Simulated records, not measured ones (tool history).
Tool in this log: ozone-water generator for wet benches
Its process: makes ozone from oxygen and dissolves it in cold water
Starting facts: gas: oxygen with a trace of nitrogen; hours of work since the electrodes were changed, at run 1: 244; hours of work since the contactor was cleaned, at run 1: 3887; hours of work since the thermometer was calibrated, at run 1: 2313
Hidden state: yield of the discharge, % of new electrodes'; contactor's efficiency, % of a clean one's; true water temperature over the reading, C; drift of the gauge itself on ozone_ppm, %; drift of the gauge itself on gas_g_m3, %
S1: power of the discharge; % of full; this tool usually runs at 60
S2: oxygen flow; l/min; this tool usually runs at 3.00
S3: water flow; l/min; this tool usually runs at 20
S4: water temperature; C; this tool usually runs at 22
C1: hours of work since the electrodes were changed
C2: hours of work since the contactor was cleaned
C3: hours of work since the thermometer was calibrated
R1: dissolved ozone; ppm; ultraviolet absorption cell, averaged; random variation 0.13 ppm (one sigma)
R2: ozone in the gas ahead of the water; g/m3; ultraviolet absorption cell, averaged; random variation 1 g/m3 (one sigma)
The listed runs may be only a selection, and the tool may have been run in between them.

run	hour	S1	S2	S3	S4	C1	C2	C3	R1	R2
1	0.0	60	3.00	20	22	244	3887	2313	13.3	182.7
2	53.0	60	3.36	20	22	276	3919	2345	13.8	176.3
3	76.2	60	3.61	20	22	290	3933	2359	14.2	171.8
4	112.7	60	3.00	20	22	312	3955	2381	13.2	183.9
5	161.1	60	3.00	20	22	342	3985	2410	13.5	183.5
6	184.8	60	3.00	20	22	356	3999	2424	13.2	184.3
7	222.3	60	2.03	20	22	378	4021	2447	11.6	211.9
8	256.8	60	3.00	20	22	399	4042	2468	13.4	182.2
9	313.2	60	3.00	29	22	433	4076	2502	9.2	182.3
10	356.8	60	3.00	29	22	459	4102	2528	9.3	184.0
# hour 375.8: contactor cleaned
11	390.4	60	3.00	29	22	477	9	2546	9.6	180.8
12	415.6	60	3.94	20	22	492	24	2561	14.7	164.7
13	461.6	60	3.94	20	22	520	52	2589	14.8	166.3
14	494.3	60	3.00	20	22	540	71	2609	13.7	181.1
15	539.4	60	3.00	20	22	567	99	2636	13.6	180.6
16	586.3	57	3.62	21	14	595	127	2664	14.3	164.1
17	632.3	57	3.62	21	14	623	155	2692	14.5	163.9
18	689.0	57	3.62	21	14	657	189	2726	14.3	164.4
19	730.8	57	3.62	21	14	682	214	2751	14.1	163.8
20	778.5	52	3.62	21	27	711	243	2780	11.6	152.3
21	834.4	52	3.62	21	27	745	276	2813	11.4	152.2
22	871.0	65	1.58	25	27	767	298	2835	8.8	242.1
23	905.0	60	3.00	26	20	787	319	2856	10.7	183.0
24	928.8	60	3.00	17	30	802	333	2870	14.0	180.9
25	975.2	60	3.00	17	30	830	361	2898	14.1	183.2
26	1031.4	91	3.00	20	15	863	395	2932	20.4	255.6
27	1072.4	91	3.00	20	15	888	420	2957	20.3	252.3

Predict the results of run 28:
28	1104.5	49	3.94	16	25	907	439	2976	?	?

R1: 14.5 ppm
R2: 140.9 g/m3
With the hidden condition absent and the run-to-run variation left alone, this run would have shown R1 14.6 ppm, R2 141.7 g/m3.
